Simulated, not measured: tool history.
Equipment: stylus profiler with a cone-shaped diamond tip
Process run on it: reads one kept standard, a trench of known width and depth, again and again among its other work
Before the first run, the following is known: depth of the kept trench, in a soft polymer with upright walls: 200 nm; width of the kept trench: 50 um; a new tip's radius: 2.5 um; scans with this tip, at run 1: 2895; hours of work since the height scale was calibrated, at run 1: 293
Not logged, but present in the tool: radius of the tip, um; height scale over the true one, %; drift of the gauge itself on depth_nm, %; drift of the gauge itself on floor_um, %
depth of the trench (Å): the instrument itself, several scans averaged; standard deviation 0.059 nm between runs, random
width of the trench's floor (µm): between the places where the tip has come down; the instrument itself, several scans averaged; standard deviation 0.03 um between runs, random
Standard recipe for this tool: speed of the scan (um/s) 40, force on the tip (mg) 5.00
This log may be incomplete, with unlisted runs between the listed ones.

run	hour	speed of the scan (um/s)	force on the tip (mg)	scans with this tip	hours of work since the height scale was calibrated	depth of the trench (Å)	width of the trench's floor (µm)
1	0.0	40	5.00	2895	293	2015.2	47.65
2	22.4	40	5.00	2984	302	2015.7	47.68
3	35.1	40	5.00	3034	307	2015.6	47.62
4	56.0	40	5.00	3118	316	2014.8	47.66
5	82.5	40	4.48	3223	326	2013.5	47.66
6	108.7	40	4.48	3327	337	2013.4	47.62
7	128.6	136	5.00	3406	345	2013.6	47.37
8	149.8	40	5.00	3490	353	2014.0	47.62
9	177.9	40	8.72	3602	365	2022.3	47.61
10	198.5	40	8.72	3683	373	2022.2	47.66
11	222.6	40	5.00	3779	383	2014.1	47.59
12	252.8	159	5.00	3899	395	2013.8	47.25
13	278.5	159	5.00	4001	405	2014.8	47.24
14	304.4	16	5.00	4104	415	2013.7	47.58
15	323.3	25	5.00	4179	423	2014.0	47.54
16	341.9	56	5.00	4253	431	2014.0	47.52
17	359.6	123	5.00	4323	438	2013.7	47.33
18	390.1	40	5.00	4444	450	2014.1	47.46
19	413.7	40	5.00	4538	459	2013.5	47.49
20	430.3	40	5.00	4604	466	2013.3	47.50
21	454.3	13	5.00	4699	476	2012.8	47.55
22	480.5	13	5.00	4803	486	2012.9	47.57
23	506.6	40	11.64	4907	497	2026.9	47.51
24	537.0	124	1.71	5028	509	2004.3	46.99
25	558.2	20	3.48	5112	517	2009.3	47.53
26	581.4	19	5.94	5204	527	2015.3	47.55
27	606.3	19	5.94	5303	537	2014.8	47.47
28	637.0	19	5.94	5425	549	2014.2	47.51
29	653.2	23	1.68	5489	556	2003.9	47.39
# hour 655.3: height scale calibrated on a step standard
30	674.9	23	1.68	5574	8	2001.3	47.40
31	704.7	23	1.68	5692	20	2002.1	47.41
32	729.9	23	1.68	5792	30	2000.5	47.36
33	754.3	17	2.56	5889	40	2004.2	47.42
# hour 757.7: height scale calibrated on a step standard, once more
34	784.0	21	5.00	6005	11	2017.8	47.45
35	800.8	44	6.99	6072	17	2022.3	47.40
36	827.5	44	6.99	6177	28	2021.5	47.39
37	847.7	32	8.99	6258	36	2024.6	47.39
38	876.9	131	12.22	6374	48	2031.4	47.30
39	889.5	89	12.04	6424	53	2032.4	47.28
40	910.2	89	12.04	6506	61	2031.5	47.29
41	936.1	89	12.04	6609	72	2030.1	47.30
42	963.5	29	8.56	6717	83	2025.1	47.36
43	981.4	29	8.56	6789	90	2024.4	47.35
44	1003.2	29	8.56	6875	99	2023.8	47.36
45	1022.7	125	4.95	6953	107	2016.1	47.09
46	1038.2	53	2.79	7014	113	2011.6	47.19

Pick out some run-to-run changes in depth of the trench (Å). Of each, how much would a tool without hidden state show as well, from the settings, what came in and chance, and how much is left for the hidden state and any gauge scatter not in both results compared?
Run 4 -> 5: force on the tip (mg) 5.00 -> 4.48. depth of the trench (Å) -1.3: hidden state -0.2, all else -1.1.
Run 22 -> 23: speed of the scan (um/s) 13 -> 40, force on the tip (mg) 5.00 -> 11.64. depth of the trench (Å) +14.0: hidden state -0.1, all else +14.1.
Run 23 -> 24: speed of the scan (um/s) 40 -> 124, force on the tip (mg) 11.64 -> 1.71. depth of the trench (Å) -22.6: hidden state -0.2, all else -22.4.
Run 29 -> 30: height scale calibrated on a step standard. depth of the trench (Å) -2.6: hidden state -1.8, all else -0.8.
Run 33 -> 34: speed of the scan (um/s) 17 -> 21, force on the tip (mg) 2.56 -> 5.00, height scale calibrated on a step standard, once more. depth of the trench (Å) +13.6: hidden state +7.2, all else +6.4.
